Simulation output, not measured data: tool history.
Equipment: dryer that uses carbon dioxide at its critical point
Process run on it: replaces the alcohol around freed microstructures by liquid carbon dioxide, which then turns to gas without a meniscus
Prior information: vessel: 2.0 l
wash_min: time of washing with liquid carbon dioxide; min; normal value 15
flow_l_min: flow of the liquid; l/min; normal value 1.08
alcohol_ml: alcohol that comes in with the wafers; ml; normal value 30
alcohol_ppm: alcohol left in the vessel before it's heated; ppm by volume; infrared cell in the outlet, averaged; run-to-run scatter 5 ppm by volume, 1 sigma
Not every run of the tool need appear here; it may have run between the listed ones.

Run 1, day 0.000: usual settings. Result: alcohol_ppm 75 ppm by volume.
Run 2, day 1.096: usual settings. Result: alcohol_ppm 84 ppm by volume.
Run 3, day 2.129: usual settings but flow_l_min 0.67 l/min. Result: alcohol_ppm 391 ppm by volume.
Run 4, day 2.929: usual settings but flow_l_min 0.67 l/min. Result: alcohol_ppm 406 ppm by volume.
Run 5, day 3.771: usual settings but flow_l_min 0.67 l/min. Result: alcohol_ppm 413 ppm by volume.
Run 6, day 4.721: usual settings. Result: alcohol_ppm 106 ppm by volume.
Run 7, day 5.358: usual settings but flow_l_min 1.40 l/min. Result: alcohol_ppm 62 ppm by volume.
Run 8, day 6.438: usual settings but flow_l_min 1.40 l/min. Result: alcohol_ppm 80 ppm by volume.
Run 9, day 7.050: usual settings but alcohol_ml 27 ml. Result: alcohol_ppm 106 ppm by volume.
Run 10, day 7.804: usual settings but alcohol_ml 27 ml. Result: alcohol_ppm 127 ppm by volume.
Run 11, day 8.392: usual settings but alcohol_ml 27 ml. Result: alcohol_ppm 121 ppm by volume.
Run 12, day 9.533: usual settings but alcohol_ml 27 ml. Result: alcohol_ppm 135 ppm by volume.
Run 13, day 10.342: usual settings but alcohol_ml 27 ml. Result: alcohol_ppm 137 ppm by volume.
Run 14, day 11.108: usual settings but alcohol_ml 27 ml. Result: alcohol_ppm 130 ppm by volume.
Run 15, day 11.929: usual settings but alcohol_ml 27 ml. Result: alcohol_ppm 133 ppm by volume.
At day 12.154: inlet filter changed.
Run 16, day 12.983: usual settings but wash_min 20 min. Result: alcohol_ppm 85 ppm by volume.
Run 17, day 14.133: usual settings but wash_min 22 min. Result: alcohol_ppm 85 ppm by volume.
Run 18, day 15.258: usual settings but wash_min 20 min. Result: alcohol_ppm 89 ppm by volume.
Run 19, day 16.225: usual settings but wash_min 20 min, flow_l_min 0.87 l/min. Result: alcohol_ppm 110 ppm by volume.
Run 20, day 17.138: usual settings but wash_min 20 min, flow_l_min 0.87 l/min. Result: alcohol_ppm 115 ppm by volume.
Run 21, day 18.017: usual settings but wash_min 20 min, flow_l_min 0.87 l/min. Result: alcohol_ppm 126 ppm by volume.
Run 22, day 18.733: usual settings. Result: alcohol_ppm 130 ppm by volume.
Run 23, day 19.671: usual settings. Result: alcohol_ppm 134 ppm by volume.
Run 24, day 20.396: usual settings. Result: alcohol_ppm 150 ppm by volume.
Run 25, day 21.196: usual settings but alcohol_ml 33 ml. Result: alcohol_ppm 154 ppm by volume.
Run 26, day 21.875: usual settings but wash_min 14 min, flow_l_min 0.91 l/min, alcohol_ml 100 ml. Result: alcohol_ppm 702 ppm by volume.
Run 27, day 22.692: usual settings but wash_min 9 min, flow_l_min 1.25 l/min, alcohol_ml 43 ml. Result: alcohol_ppm 535 ppm by volume.
Run 28, day 23.262: usual settings but wash_min 16 min, flow_l_min 1.42 l/min, alcohol_ml 69 ml. Result: alcohol_ppm 120 ppm by volume.
Run 29, day 23.729: usual settings but flow_l_min 1.02 l/min. Result: alcohol_ppm 192 ppm by volume.
At day 24.333: inlet filter changed.
Run 30, day 24.712: usual settings but wash_min 24 min, flow_l_min 0.84 l/min, alcohol_ml 23 ml. Result: alcohol_ppm 109 ppm by volume.
Run 31, day 25.196: usual settings but flow_l_min 1.31 l/min. Result: alcohol_ppm 113 ppm by volume.
Run 32, day 25.829: usual settings but wash_min 17 min, flow_l_min 1.33 l/min, alcohol_ml 34 ml. Result: alcohol_ppm 111 ppm by volume.

What does the tool deliver on the next run?
Run 33, day 26.583: usual settings but wash_min 22 min. Result: alcohol_ppm ?.

alcohol_ppm: 121 ppm by volume
Had the tool carried no hidden state, the very same run would have given alcohol_ppm 13 ppm by volume.
